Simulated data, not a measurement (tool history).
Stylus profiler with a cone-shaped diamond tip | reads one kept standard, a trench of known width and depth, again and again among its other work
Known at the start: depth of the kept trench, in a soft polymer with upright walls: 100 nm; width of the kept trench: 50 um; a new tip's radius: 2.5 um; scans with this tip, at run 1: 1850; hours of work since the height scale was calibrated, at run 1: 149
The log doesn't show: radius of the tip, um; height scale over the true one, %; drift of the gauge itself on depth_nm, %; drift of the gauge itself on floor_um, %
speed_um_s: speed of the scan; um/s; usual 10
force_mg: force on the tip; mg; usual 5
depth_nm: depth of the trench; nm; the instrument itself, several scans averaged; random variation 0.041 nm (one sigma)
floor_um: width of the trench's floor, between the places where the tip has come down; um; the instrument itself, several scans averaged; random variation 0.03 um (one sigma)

run   hour  speed_um_s  force_mg  scans with this tip  hours of work since the height scale was calibrated  depth_nm  floor_um
  1      0          10         5                 1850                                                  149    101.33     48.46
  2   18.4          10     11.79                 1995                                                  160    102.45     48.51
  3   32.5          10     11.79                 2106                                                  169     102.5     48.45
  4   45.1          10     11.79                 2205                                                  177    102.48     48.47
  5   63.3          10         5                 2349                                                  189    101.47     48.49
  6   80.6          16         5                 2485                                                  200     101.4     48.42
  7   93.1          16         5                 2584                                                  208    101.42     48.44
  8  111.4          16     12.68                 2728                                                  219     102.6     48.41
  9  127.3          16      4.33                 2854                                                  229     101.3      48.4
 10  138.2          16      4.33                 2939                                                  236    101.37     48.41
 11  151.1          16      4.33                 3041                                                  244    101.35     48.35
 12  165.6          16      4.33                 3156                                                  254    101.29     48.35
 13  180.5          10         5                 3273                                                  263     101.5     48.42
 14  199.2          10         5                 3420                                                  275    101.44     48.36
 15  213.3          28      2.38                 3532                                                  284    100.95     48.27
 16  228.5          10      1.88                 3652                                                  293    100.89     48.35
 17  244.1          24      6.49                 3774                                                  303     101.7     48.36
 18  251.9          24      6.49                 3836                                                  308    101.81     48.33
 19  266.3           4      7.94                 3949                                                  317    101.97     48.44
 20  275.6           4      7.94                 4022                                                  323    102.06     48.43
 21  285.6           4      7.94                 4102                                                  330    102.01     48.43
 22  302.2           4      7.94                 4232                                                  340    101.93     48.37
 23  310.4           4      7.94                 4297                                                  345    101.99     48.42
 24  327.6          17      7.44                 4433                                                  356    101.93     48.34

The next listed run, before its measurement:
 25  345.5           3      4.27                 4574                                                  367         ?         ?

Run 25 gave depth_nm 101.33 nm, floor_um 48.39 um.
Without the tool's hidden state the same run would have given depth_nm 101.17 nm, floor_um 48.6 um.
